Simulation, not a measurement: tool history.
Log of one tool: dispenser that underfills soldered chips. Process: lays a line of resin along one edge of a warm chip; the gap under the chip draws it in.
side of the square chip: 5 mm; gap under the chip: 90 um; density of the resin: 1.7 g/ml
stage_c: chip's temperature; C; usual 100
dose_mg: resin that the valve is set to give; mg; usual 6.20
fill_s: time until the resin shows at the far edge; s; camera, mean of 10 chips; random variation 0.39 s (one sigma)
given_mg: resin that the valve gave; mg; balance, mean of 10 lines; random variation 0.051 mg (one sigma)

{"run": 1, "day": 0.0, "stage_c": 100, "dose_mg": 6.2, "fill_s": 36.6, "given_mg": 6.0}
{"run": 2, "day": 0.133, "stage_c": 100, "dose_mg": 6.2, "fill_s": 42.0, "given_mg": 6.04}
{"day": 0.183, "done": "new syringe of resin"}
{"day": 0.321, "done": "dispensing valve cleaned and set on the balance"}
{"run": 3, "day": 0.379, "stage_c": 100, "dose_mg": 6.2, "fill_s": 29.4, "given_mg": 6.2}
{"run": 4, "day": 0.525, "stage_c": 100, "dose_mg": 6.2, "fill_s": 33.4, "given_mg": 6.18}
{"run": 5, "day": 0.696, "stage_c": 91, "dose_mg": 6.2, "fill_s": 50.3, "given_mg": 6.07}
{"day": 0.804, "done": "new syringe of resin"}
{"run": 6, "day": 0.817, "stage_c": 91, "dose_mg": 6.2, "fill_s": 33.0, "given_mg": 6.29}
{"run": 7, "day": 1.017, "stage_c": 91, "dose_mg": 6.2, "fill_s": 39.6, "given_mg": 6.12}
{"run": 8, "day": 1.171, "stage_c": 91, "dose_mg": 6.2, "fill_s": 46.9, "given_mg": 6.04}
{"run": 9, "day": 1.279, "stage_c": 100, "dose_mg": 6.82, "fill_s": 39.9, "given_mg": 6.77}
{"day": 1.383, "done": "new syringe of resin"}
{"run": 10, "day": 1.429, "stage_c": 106, "dose_mg": 7.69, "fill_s": 21.6, "given_mg": 7.66}
{"run": 11, "day": 1.633, "stage_c": 106, "dose_mg": 7.69, "fill_s": 26.3, "given_mg": 7.55}
{"run": 12, "day": 1.762, "stage_c": 101, "dose_mg": 7.04, "fill_s": 34.1, "given_mg": 6.95}

5 ways to go on from here, each from the tool as it stands after run 12. What would each give?
{"run": "A", "day": 1.925, "stage_c": 87, "dose_mg": 6.35, "fill_s": "?", "given_mg": "?"}
{"run": "B", "day": 1.925, "stage_c": 103, "dose_mg": 6.2, "fill_s": "?", "given_mg": "?"}
{"run": "C", "day": 1.925, "stage_c": 101, "dose_mg": 7.7, "fill_s": "?", "given_mg": "?"}
{"run": "D", "day": 1.925, "stage_c": 109, "dose_mg": 5.91, "fill_s": "?", "given_mg": "?"}
{"run": "E", "day": 1.925, "stage_c": 105, "dose_mg": 7.56, "fill_s": "?", "given_mg": "?"}

run=A fill_s=60.7 given_mg=6.31
run=B fill_s=39.1 given_mg=6.09
run=C fill_s=40.4 given_mg=7.55
run=D fill_s=33.7 given_mg=5.79
run=E fill_s=37.2 given_mg=7.49
Without the tool's hidden state the same runs would have given:
run=A fill_s=35.0 given_mg=6.39
run=B fill_s=22.8 given_mg=6.17
run=C fill_s=23.6 given_mg=7.65
run=D fill_s=19.7 given_mg=5.86
run=E fill_s=21.8 given_mg=7.59

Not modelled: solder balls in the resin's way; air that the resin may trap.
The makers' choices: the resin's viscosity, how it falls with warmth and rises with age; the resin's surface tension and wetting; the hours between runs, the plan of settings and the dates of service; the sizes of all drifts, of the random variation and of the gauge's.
